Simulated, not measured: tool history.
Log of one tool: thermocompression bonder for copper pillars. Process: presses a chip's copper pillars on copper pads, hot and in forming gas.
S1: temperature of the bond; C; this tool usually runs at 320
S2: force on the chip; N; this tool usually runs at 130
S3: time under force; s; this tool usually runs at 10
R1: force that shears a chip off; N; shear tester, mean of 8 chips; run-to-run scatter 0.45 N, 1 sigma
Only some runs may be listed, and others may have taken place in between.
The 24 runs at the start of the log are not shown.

run     day   S1   S2  S3    R1
 25  18.025  319  130  25  77.2
     18.112  -- forming gas filter changed
 26  18.804  319  130  25  76.9
 27  19.412  329  184   6  73.6
 28  20.308  307  141   6    51
 29  21.321  307  141   6  51.3
 30  21.967  307  133  24  72.3
 31  22.417  304   82  10  33.5
 32  22.962  304  126  10  53.5
     23.846  -- forming gas filter changed
 33  23.846  304  126  10  53.6
 34  24.433  333  101   9    53
 35  25.254  333  101   9  52.1
 36  25.979  318   97   8  42.9
 37  26.454  305  107  27  63.1
 38  27.454  305  107  27  62.7
 39  27.988  305   81  27  48.5

Below are 4 alternative next runs, each starting from the tool's condition after run 39. Predict each:
  A  29.029  298   83  10   ?
  B  29.029  308   81  26   ?
  C  29.029  332  103  13   ?
  D  29.029  305  159  27   ?

run    R1
  A  32.4
  B  49.4
  C  58.4
  D  80.7
With the hidden condition removed and each run's random variation left untouched, the same runs would have given:
run    R1
  A  32.2
  B  49.3
  C  58.3
  D  80.6
